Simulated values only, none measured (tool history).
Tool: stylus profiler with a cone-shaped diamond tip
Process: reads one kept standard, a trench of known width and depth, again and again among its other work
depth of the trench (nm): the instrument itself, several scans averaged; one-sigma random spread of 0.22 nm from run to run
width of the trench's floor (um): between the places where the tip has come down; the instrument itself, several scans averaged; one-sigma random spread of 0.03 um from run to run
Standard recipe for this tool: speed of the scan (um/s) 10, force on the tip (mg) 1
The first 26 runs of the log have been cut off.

run	day	speed of the scan (um/s)	force on the tip (mg)	scans with this tip	hours of work since the height scale was calibrated	depth of the trench (nm)	width of the trench's floor (um)
27	70.871	3	0.34	6781	780	1001.55	46.47
28	72.825	10	0.8	7092	815	1002.59	46.53
29	75.217	10	0.8	7472	859	1002.56	46.47
30	77.662	20	0.37	7861	904	1001.35	46.32
31	79.996	36	0.47	8233	946	1002.15	46.27
32	83.5	36	0.47	8790	1010	1001.96	46.25
33	86.742	36	0.47	9306	1070	1001.97	46.28
34	89.996	3	1.63	9823	1129	1004.29	46.55
35	92.65	11	0.78	10245	1178	1002.96	46.43
# day 95.025: new tip fitted, height scale calibrated
36	95.175	11	0.78	24	3	1002.83	46.41
37	98.717	11	0.78	587	68	1002.41	46.47
38	101.525	39	2.1	1034	119	1004.96	46.43
39	103.488	19	1.61	1346	155	1004.71	46.42
40	105.358	13	0.68	1644	189	1002.36	46.43
41	107.308	13	0.68	1954	225	1002.46	46.41
42	108.812	13	0.35	2193	252	1001.63	46.44
43	112.533	13	0.35	2785	320	1001.56	46.41
44	114.575	13	0.35	3110	358	1001.6	46.4
45	116.783	4	0.35	3461	398	1001.77	46.46
46	120.254	3	1.77	4013	461	1004.78	46.56
47	122.192	6	1	4322	497	1003.09	46.52

What if the next run were any one of these 3? Each begins from the tool's condition after run 47:
A	123.892	8	1	4592	528	?	?
B	123.892	10	1.91	4592	528	?	?
C	123.892	35	0.73	4592	528	?	?

run	depth of the trench (nm)	width of the trench's floor (um)
A	1003.3	46.47
B	1004.86	46.46
C	1002.69	46.32
The same runs, with their run-to-run variation unchanged, on a tool lacking any hidden condition would have given:
run	depth of the trench (nm)	width of the trench's floor (um)
A	1003.3	46.47
B	1004.86	46.47
C	1002.68	46.33
